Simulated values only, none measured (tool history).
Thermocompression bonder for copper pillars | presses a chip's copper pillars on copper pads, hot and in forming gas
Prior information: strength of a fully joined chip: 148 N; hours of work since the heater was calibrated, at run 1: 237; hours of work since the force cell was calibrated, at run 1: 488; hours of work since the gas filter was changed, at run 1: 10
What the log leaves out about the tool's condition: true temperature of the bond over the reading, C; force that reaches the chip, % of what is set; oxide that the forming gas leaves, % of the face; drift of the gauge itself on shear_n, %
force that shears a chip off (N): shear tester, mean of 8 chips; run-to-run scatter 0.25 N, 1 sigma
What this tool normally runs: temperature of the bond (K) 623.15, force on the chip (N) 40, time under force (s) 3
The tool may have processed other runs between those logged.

run	day	temperature of the bond (K)	force on the chip (N)	time under force (s)	hours of work since the heater was calibrated	hours of work since the force cell was calibrated	hours of work since the gas filter was changed	force that shears a chip off (N)
1	0.000	623.15	40	3	237	488	10	76.1
2	0.346	623.15	60	3	243	494	17	91.5
3	0.775	623.15	39	3	251	502	25	75.0
4	1.138	623.15	39	3	258	509	31	74.9
5	1.421	632.15	40	3	263	514	37	80.4
6	1.758	623.15	40	3	269	520	43	76.0
7	2.000	623.15	40	3	274	525	47	76.0
8	2.308	623.15	40	3	280	531	53	75.8
9	2.621	623.15	40	3	285	536	59	76.0
10	2.958	617.15	40	3	292	543	65	72.8
11	3.271	617.15	40	3	298	548	71	73.0
12	3.558	617.15	40	3	303	554	76	73.0
13	3.842	617.15	40	3	308	559	81	72.7
14	4.233	623.15	48	3	315	566	89	82.5
15	4.500	623.15	48	3	320	571	94	82.7
16	4.812	623.15	24	3	326	577	99	58.2
17	5.158	623.15	40	3	332	583	106	76.0
18	5.592	623.15	40	3	341	591	114	75.9
19	5.888	623.15	40	3	346	597	119	75.9
20	6.321	604.15	27	7	354	605	127	73.1
21	6.554	633.15	40	3	358	609	132	81.2
22	6.933	633.15	40	3	365	616	139	80.9
23	7.204	650.15	33	3	370	621	144	82.1
24	7.533	650.15	33	3	377	627	150	82.4
25	7.829	623.15	30	3	382	633	155	65.5
# day 7.933: force cell calibrated
26	8.225	601.15	52	3	388	5	161	73.9
27	8.558	601.15	52	5	394	12	168	87.3
28	8.879	601.15	52	5	400	17	174	86.9
# day 9.321: forming gas filter changed
29	9.321	624.15	33	5	408	25	0	85.0
30	9.679	623.15	40	2	415	32	7	67.4
31	9.992	623.15	40	2	421	38	12	67.7
32	10.192	618.15	56	4	424	41	16	96.1
33	10.592	632.15	25	4	432	49	24	73.0
# day 10.679: force cell calibrated, once more
34	10.904	621.15	24	2	436	4	28	48.5
35	11.321	621.15	24	2	444	12	36	48.2
36	11.783	621.15	24	2	453	20	45	48.3

Each row is a separate what-if for the run after 36, all from the same tool condition, not one after another. Results?
A	12.058	602.15	30	2	458	26	50	?
B	12.058	624.15	40	3	458	26	50	?
C	12.058	643.15	31	8	458	26	50	?
D	12.058	616.15	43	2	458	26	50	?
E	12.058	623.15	40	5	458	26	50	?

run	force that shears a chip off (N)
A	47.0
B	75.9
C	102.1
D	63.8
E	88.4
The same runs, with their run-to-run variation unchanged, on a tool lacking any hidden condition would have given:
run	force that shears a chip off (N)
A	46.4
B	75.2
C	101.6
D	63.1
E	87.7
